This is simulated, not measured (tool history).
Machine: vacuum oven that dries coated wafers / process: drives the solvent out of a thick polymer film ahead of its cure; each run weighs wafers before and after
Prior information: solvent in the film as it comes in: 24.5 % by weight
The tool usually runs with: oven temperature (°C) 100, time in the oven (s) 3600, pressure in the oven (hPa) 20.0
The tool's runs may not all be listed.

Run 1, day 0.000: usual settings. Result: solvent left in the film (%) 3.11.
Run 2, day 2.267: usual settings but time in the oven (s) 3180. Result: solvent left in the film (%) 3.28.
Run 3, day 3.992: usual settings but pressure in the oven (hPa) 35.3. Result: solvent left in the film (%) 4.91.
Run 4, day 5.383: usual settings but pressure in the oven (hPa) 35.3. Result: solvent left in the film (%) 4.90.
Run 5, day 6.608: usual settings. Result: solvent left in the film (%) 3.05.
Run 6, day 8.988: usual settings. Result: solvent left in the film (%) 3.09.
Run 7, day 11.246: usual settings. Result: solvent left in the film (%) 3.19.
Run 8, day 13.292: usual settings. Result: solvent left in the film (%) 3.09.
Run 9, day 15.658: usual settings. Result: solvent left in the film (%) 3.10.
Run 10, day 17.188: usual settings. Result: solvent left in the film (%) 3.08.
Run 11, day 19.675: usual settings. Result: solvent left in the film (%) 3.15.
Run 12, day 21.879: usual settings but pressure in the oven (hPa) 40.7. Result: solvent left in the film (%) 5.46.
Run 13, day 23.508: usual settings but time in the oven (s) 3660. Result: solvent left in the film (%) 3.22.
Run 14, day 25.654: usual settings but pressure in the oven (hPa) 40.0. Result: solvent left in the film (%) 5.56.
Run 15, day 27.242: usual settings but pressure in the oven (hPa) 40.0. Result: solvent left in the film (%) 5.54.
Run 16, day 29.412: usual settings but time in the oven (s) 2580. Result: solvent left in the film (%) 4.04.
Run 17, day 31.850: usual settings but time in the oven (s) 2580. Result: solvent left in the film (%) 4.05.
Run 18, day 34.029: usual settings but oven temperature (°C) 101. Result: solvent left in the film (%) 3.06.
Run 19, day 35.300: usual settings but oven temperature (°C) 101. Result: solvent left in the film (%) 3.11.
Run 20, day 37.508: usual settings but pressure in the oven (hPa) 17.5. Result: solvent left in the film (%) 2.96.
Run 21, day 39.771: usual settings but pressure in the oven (hPa) 17.5. Result: solvent left in the film (%) 3.02.
Run 22, day 42.158: usual settings but pressure in the oven (hPa) 17.5. Result: solvent left in the film (%) 2.99.
Run 23, day 44.250: usual settings but pressure in the oven (hPa) 18.1. Result: solvent left in the film (%) 3.04.
Run 24, day 45.546: usual settings but pressure in the oven (hPa) 18.1. Result: solvent left in the film (%) 3.11.
Run 25, day 47.221: usual settings but time in the oven (s) 5160, pressure in the oven (hPa) 67.0. Result: solvent left in the film (%) 8.19.
Run 26, day 48.871: usual settings but oven temperature (°C) 109, pressure in the oven (hPa) 37.4. Result: solvent left in the film (%) 3.54.
Run 27, day 51.008: usual settings but oven temperature (°C) 104, time in the oven (s) 2340, pressure in the oven (hPa) 22.0. Result: solvent left in the film (%) 3.74.
Run 28, day 52.208: usual settings but oven temperature (°C) 104, time in the oven (s) 5580, pressure in the oven (hPa) 17.8. Result: solvent left in the film (%) 2.17.
Run 29, day 53.583: usual settings but oven temperature (°C) 104, time in the oven (s) 5580, pressure in the oven (hPa) 17.8. Result: solvent left in the film (%) 2.23.
Run 30, day 56.246: usual settings but oven temperature (°C) 99, time in the oven (s) 3000, pressure in the oven (hPa) 68.8. Result: solvent left in the film (%) 9.21.
Run 31, day 58.912: usual settings but oven temperature (°C) 106, time in the oven (s) 3000, pressure in the oven (hPa) 34.4. Result: solvent left in the film (%) 3.99.
At day 59.217: vacuum gauge cleaned of residue and calibrated.
Run 32, day 60.938: usual settings but oven temperature (°C) 106, time in the oven (s) 4980, pressure in the oven (hPa) 34.4. Result: solvent left in the film (%) 3.82.
Run 33, day 62.638: usual settings but time in the oven (s) 2760. Result: solvent left in the film (%) 4.04.
Run 34, day 64.783: usual settings but oven temperature (°C) 102, time in the oven (s) 2400, pressure in the oven (hPa) 30.3. Result: solvent left in the film (%) 5.10.
At day 65.783: vacuum gauge cleaned of residue and calibrated, once more.
Run 35, day 66.825: usual settings but oven temperature (°C) 102, time in the oven (s) 2400, pressure in the oven (hPa) 30.3. Result: solvent left in the film (%) 4.33.
Run 36, day 68.667: usual settings but oven temperature (°C) 102, time in the oven (s) 2400, pressure in the oven (hPa) 30.3. Result: solvent left in the film (%) 4.14.
Run 37, day 71.046: usual settings but time in the oven (s) 3660. Result: solvent left in the film (%) 2.74.
Run 38, day 72.217: usual settings but time in the oven (s) 3660. Result: solvent left in the film (%) 2.59.
At day 73.088: oven's thermocouples calibrated.
Run 39, day 74.804: usual settings but oven temperature (°C) 97, time in the oven (s) 1860, pressure in the oven (hPa) 20.5. Result: solvent left in the film (%) 6.76.
Run 40, day 76.846: usual settings but oven temperature (°C) 93, time in the oven (s) 2700. Result: solvent left in the film (%) 6.05.
Run 41, day 78.800: usual settings but oven temperature (°C) 90, pressure in the oven (hPa) 13.8. Result: solvent left in the film (%) 4.60.
Run 42, day 80.012: usual settings but oven temperature (°C) 99, pressure in the oven (hPa) 69.2. Result: solvent left in the film (%) 9.28.
Run 43, day 81.296: usual settings but oven temperature (°C) 111, time in the oven (s) 4920, pressure in the oven (hPa) 79.4. Result: solvent left in the film (%) 6.53.
Run 44, day 83.212: usual settings but oven temperature (°C) 87. Result: solvent left in the film (%) 6.68.
Run 45, day 84.838: usual settings but pressure in the oven (hPa) 68.1. Result: solvent left in the film (%) 8.59.
Run 46, day 87.496: usual settings but oven temperature (°C) 113, pressure in the oven (hPa) 12.3. Result: solvent left in the film (%) 1.09.
Run 47, day 89.417: usual settings but oven temperature (°C) 108, time in the oven (s) 2700, pressure in the oven (hPa) 15.4. Result: solvent left in the film (%) 2.08.

Consider 3 possible next runs. They are alternatives, not a sequence: every one starts from the tool as it was left by run 47. What does each give?
Run A, day 91.242: usual settings but oven temperature (°C) 103, pressure in the oven (hPa) 59.6. Result: solvent left in the film (%) ?.
Run B, day 91.242: usual settings but time in the oven (s) 2880. Result: solvent left in the film (%) ?.
Run C, day 91.242: usual settings but oven temperature (°C) 86, time in the oven (s) 2940. Result: solvent left in the film (%) ?.

run  solvent left in the film (%)
  A                          6.69
  B                          3.71
  C                          8.11
The same runs, with their run-to-run variation unchanged, on a tool lacking any hidden condition would have given:
run  solvent left in the film (%)
  A                          6.70
  B                          3.67
  C                          8.10
